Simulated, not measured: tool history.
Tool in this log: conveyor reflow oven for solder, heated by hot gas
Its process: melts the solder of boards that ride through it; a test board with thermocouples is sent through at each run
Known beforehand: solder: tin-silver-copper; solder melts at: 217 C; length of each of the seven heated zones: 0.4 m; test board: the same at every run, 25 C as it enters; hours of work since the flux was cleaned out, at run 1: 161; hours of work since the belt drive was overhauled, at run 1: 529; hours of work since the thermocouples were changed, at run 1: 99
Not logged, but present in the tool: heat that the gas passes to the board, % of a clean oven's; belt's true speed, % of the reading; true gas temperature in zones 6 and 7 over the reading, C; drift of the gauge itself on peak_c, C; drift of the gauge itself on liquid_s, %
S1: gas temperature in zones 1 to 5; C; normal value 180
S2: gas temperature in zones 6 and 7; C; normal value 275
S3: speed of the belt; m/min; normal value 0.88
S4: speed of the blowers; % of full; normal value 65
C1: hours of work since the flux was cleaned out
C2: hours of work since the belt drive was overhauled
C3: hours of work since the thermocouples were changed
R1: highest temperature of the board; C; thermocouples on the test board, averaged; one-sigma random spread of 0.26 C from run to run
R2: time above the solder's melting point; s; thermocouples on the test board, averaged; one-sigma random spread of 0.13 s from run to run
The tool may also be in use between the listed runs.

run	hour	S1	S2	S3	S4	C1	C2	C3	R1	R2
1	0	180	275	0.88	65	161	529	99	258.3	44.9
2	13.1	180	275	0.88	65	167	536	105	258.3	45.1
3	25.7	180	266	0.88	65	173	542	111	250.8	41.3
4	38.7	180	266	0.88	65	180	548	117	250.7	41.4
5	53.5	180	266	0.88	65	187	555	124	250.4	41.6
6	70.9	180	266	0.88	65	195	563	132	250.7	41.4
7	85	186	275	0.88	65	202	570	139	259.9	47.4
8	107.2	168	275	0.88	65	212	581	150	256.1	41.3
9	135.7	190	275	0.88	65	226	594	163	260.1	48.6
10	150.4	190	275	0.88	65	233	601	170	260.4	48.8
11	179.2	190	275	0.88	65	247	615	184	260.6	48.8
12	192.5	190	275	0.88	65	253	621	190	260.3	48.9
13	213.6	180	275	0.88	75	263	631	201	260.8	46.7
14	237.5	180	275	0.88	75	275	643	212	260.7	46.7
15	257.2	180	275	0.88	65	284	652	221	258.6	45.1
16	274.6	174	286	0.89	62	292	660	230	266	45.8
17	291.9	174	286	0.89	62	300	669	238	265.4	45.7
18	304.3	174	286	0.89	62	306	675	244	265.3	45.7
19	331.9	171	275	0.753	73	320	688	257	264.2	53.7
20	348.1	171	275	0.753	73	327	696	265	264.5	53.7

What does the tool deliver on the next run?
21	368.3	187	269	0.754	59	337	705	274	?	?

Logged for run 21: R1 257 C, R2 55 s.
Take away the tool's hidden state, keep the run-to-run variation as it was, and the same run would have given R1 257 C, R2 55 s.

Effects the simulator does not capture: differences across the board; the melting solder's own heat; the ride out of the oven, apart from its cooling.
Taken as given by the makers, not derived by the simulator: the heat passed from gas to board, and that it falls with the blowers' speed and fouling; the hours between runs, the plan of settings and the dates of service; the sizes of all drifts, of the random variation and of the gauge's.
